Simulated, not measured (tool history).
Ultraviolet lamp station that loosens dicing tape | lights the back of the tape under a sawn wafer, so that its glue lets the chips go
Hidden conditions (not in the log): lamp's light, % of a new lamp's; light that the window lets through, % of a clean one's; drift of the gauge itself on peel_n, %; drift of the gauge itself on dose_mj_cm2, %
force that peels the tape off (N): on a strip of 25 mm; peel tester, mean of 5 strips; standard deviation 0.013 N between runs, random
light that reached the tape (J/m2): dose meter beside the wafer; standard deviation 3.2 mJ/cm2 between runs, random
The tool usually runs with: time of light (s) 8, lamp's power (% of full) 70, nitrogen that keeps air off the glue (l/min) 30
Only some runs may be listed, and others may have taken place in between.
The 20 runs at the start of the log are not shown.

| run | day | time of light (s) | lamp's power (% of full) | nitrogen that keeps air off the glue (l/min) | hours of work of the lamp | hours of work since the window was cleaned | force that peels the tape off (N) | light that reached the tape (J/m2) |
|---|---|---|---|---|---|---|---|---|
| 21 | 45.946 | 8 | 70 | 30 | 55 | 60 | 0.588 | 4960 |
| 22 | 48.658 | 8 | 76 | 50 | 95 | 100 | 0.415 | 5360 |
| 23 | 49.896 | 8 | 76 | 50 | 113 | 119 | 0.393 | 5390 |
| 24 | 51.946 | 8 | 76 | 50 | 144 | 149 | 0.399 | 5370 |
| 25 | 54.192 | 14 | 97 | 27 | 177 | 182 | 0.204 | 12010 |
|  | 55.829 | window cleaned of glue's vapour |
| 26 | 55.829 | 11 | 85 | 24 | 201 | 0 | 0.291 | 8340 |
| 27 | 57.046 | 8 | 61 | 12 | 219 | 18 | 1.116 | 4410 |
| 28 | 59.500 | 5 | 70 | 46 | 256 | 55 | 1.002 | 3080 |
| 29 | 60.896 | 5 | 70 | 46 | 277 | 75 | 1.003 | 3130 |
| 30 | 62.983 | 5 | 88 | 26 | 308 | 106 | 0.911 | 3880 |
| 31 | 65.358 | 12 | 72 | 30 | 343 | 142 | 0.322 | 7650 |
| 32 | 68.004 | 12 | 72 | 30 | 382 | 181 | 0.297 | 7600 |
|  | 69.917 | window cleaned of glue's vapour |
| 33 | 70.212 | 14 | 84 | 43 | 415 | 4 | 0.208 | 10400 |
| 34 | 73.088 | 8 | 65 | 19 | 458 | 47 | 0.801 | 4650 |
| 35 | 75.304 | 8 | 65 | 19 | 491 | 80 | 0.832 | 4580 |
| 36 | 78.083 | 4 | 88 | 49 | 532 | 121 | 0.945 | 3100 |
| 37 | 79.433 | 10 | 92 | 30 | 552 | 142 | 0.272 | 8130 |
| 38 | 81.750 | 12 | 69 | 18 | 586 | 176 | 0.406 | 7300 |
| 39 | 83.538 | 12 | 70 | 16 | 613 | 203 | 0.427 | 7370 |
|  | 83.971 | window cleaned of glue's vapour |
| 40 | 86.546 | 12 | 70 | 16 | 657 | 38 | 0.433 | 7430 |
| 41 | 89.462 | 12 | 70 | 14 | 701 | 82 | 0.460 | 7400 |

Branching from run 41: 3 alternative next runs. What would each branch give?
| A | 91.312 | 11 | 81 | 30 | 728 | 109 | ? | ? |
| B | 91.312 | 12 | 70 | 14 | 728 | 109 | ? | ? |
| C | 91.312 | 8 | 70 | 47 | 728 | 109 | ? | ? |

| run | force that peels the tape off (N) | light that reached the tape (J/m2) |
|---|---|---|
| A | 0.289 | 7920 |
| B | 0.433 | 7420 |
| C | 0.478 | 4940 |
What these runs would have given with no unlogged condition in the tool:
| run | force that peels the tape off (N) | light that reached the tape (J/m2) |
|---|---|---|
| A | 0.288 | 7940 |
| B | 0.431 | 7440 |
| C | 0.476 | 4960 |
